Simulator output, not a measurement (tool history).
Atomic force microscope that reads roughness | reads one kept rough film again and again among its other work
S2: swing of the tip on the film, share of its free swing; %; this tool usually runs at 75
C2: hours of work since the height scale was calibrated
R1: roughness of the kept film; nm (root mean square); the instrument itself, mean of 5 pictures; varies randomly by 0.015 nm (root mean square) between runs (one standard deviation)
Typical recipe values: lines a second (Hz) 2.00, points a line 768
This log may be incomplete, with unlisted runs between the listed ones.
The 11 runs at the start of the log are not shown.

{"run": 12, "hour": 208.2, "lines a second (Hz)": 0.94, "S2": 75, "points a line": 439, "pictures with this tip": 41, "C2": 614, "R1": 3.772}
{"run": 13, "hour": 225.9, "lines a second (Hz)": 0.94, "S2": 75, "points a line": 439, "pictures with this tip": 60, "C2": 624, "R1": 3.762}
{"run": 14, "hour": 244.1, "lines a second (Hz)": 0.94, "S2": 75, "points a line": 439, "pictures with this tip": 79, "C2": 635, "R1": 3.726}
{"run": 15, "hour": 260.7, "lines a second (Hz)": 0.94, "S2": 75, "points a line": 439, "pictures with this tip": 97, "C2": 645, "R1": 3.721}
{"run": 16, "hour": 279.0, "lines a second (Hz)": 0.94, "S2": 75, "points a line": 439, "pictures with this tip": 116, "C2": 656, "R1": 3.656}
{"run": 17, "hour": 304.9, "lines a second (Hz)": 0.94, "S2": 75, "points a line": 439, "pictures with this tip": 143, "C2": 671, "R1": 3.651}
{"run": 18, "hour": 318.0, "lines a second (Hz)": 0.94, "S2": 75, "points a line": 439, "pictures with this tip": 157, "C2": 679, "R1": 3.64}
{"run": 19, "hour": 332.7, "lines a second (Hz)": 0.94, "S2": 75, "points a line": 926, "pictures with this tip": 173, "C2": 687, "R1": 3.63}
{"run": 20, "hour": 348.7, "lines a second (Hz)": 0.94, "S2": 75, "points a line": 926, "pictures with this tip": 190, "C2": 697, "R1": 3.603}
{"run": 21, "hour": 372.3, "lines a second (Hz)": 1.17, "S2": 59, "points a line": 530, "pictures with this tip": 215, "C2": 711, "R1": 3.639}
{"hour": 377.6, "done": "new tip fitted"}
{"run": 22, "hour": 400.2, "lines a second (Hz)": 2.55, "S2": 72, "points a line": 524, "pictures with this tip": 24, "C2": 727, "R1": 3.641}
{"hour": 403.3, "done": "height scale calibrated on a step standard"}
{"run": 23, "hour": 421.8, "lines a second (Hz)": 1.94, "S2": 75, "points a line": 768, "pictures with this tip": 46, "C2": 11, "R1": 3.607}
{"run": 24, "hour": 434.9, "lines a second (Hz)": 2.23, "S2": 66, "points a line": 768, "pictures with this tip": 59, "C2": 19, "R1": 3.698}
{"run": 25, "hour": 450.3, "lines a second (Hz)": 1.57, "S2": 72, "points a line": 524, "pictures with this tip": 76, "C2": 28, "R1": 3.686}
{"run": 26, "hour": 467.2, "lines a second (Hz)": 1.57, "S2": 72, "points a line": 400, "pictures with this tip": 94, "C2": 38, "R1": 3.64}
{"hour": 475.8, "done": "height scale calibrated on a step standard, once more"}
{"run": 27, "hour": 481.4, "lines a second (Hz)": 0.74, "S2": 74, "points a line": 768, "pictures with this tip": 108, "C2": 3, "R1": 3.778}
{"run": 28, "hour": 493.2, "lines a second (Hz)": 0.85, "S2": 66, "points a line": 782, "pictures with this tip": 120, "C2": 10, "R1": 3.795}
{"run": 29, "hour": 511.3, "lines a second (Hz)": 0.85, "S2": 66, "points a line": 782, "pictures with this tip": 139, "C2": 21, "R1": 3.802}
{"run": 30, "hour": 535.9, "lines a second (Hz)": 0.85, "S2": 66, "points a line": 782, "pictures with this tip": 165, "C2": 36, "R1": 3.743}
{"run": 31, "hour": 556.5, "lines a second (Hz)": 0.85, "S2": 66, "points a line": 782, "pictures with this tip": 187, "C2": 48, "R1": 3.74}
{"run": 32, "hour": 584.3, "lines a second (Hz)": 2.0, "S2": 78, "points a line": 409, "pictures with this tip": 217, "C2": 64, "R1": 3.381}
{"hour": 587.4, "done": "new tip fitted"}
{"run": 33, "hour": 609.4, "lines a second (Hz)": 2.0, "S2": 58, "points a line": 768, "pictures with this tip": 24, "C2": 79, "R1": 3.899}
{"run": 34, "hour": 632.0, "lines a second (Hz)": 2.0, "S2": 75, "points a line": 333, "pictures with this tip": 48, "C2": 92, "R1": 3.61}
{"run": 35, "hour": 655.7, "lines a second (Hz)": 2.0, "S2": 86, "points a line": 768, "pictures with this tip": 73, "C2": 106, "R1": 3.446}
{"run": 36, "hour": 676.0, "lines a second (Hz)": 1.43, "S2": 65, "points a line": 929, "pictures with this tip": 94, "C2": 118, "R1": 3.829}

What does the tool deliver on the next run?
{"run": 37, "hour": 693.1, "lines a second (Hz)": 1.58, "S2": 67, "points a line": 698, "pictures with this tip": 112, "C2": 128, "R1": "?"}

{"run 37": {"R1": 3.743}}
Were there no unlogged condition in the tool, this run, its random variation unchanged, would have produced R1 3.875 nm (root mean square).
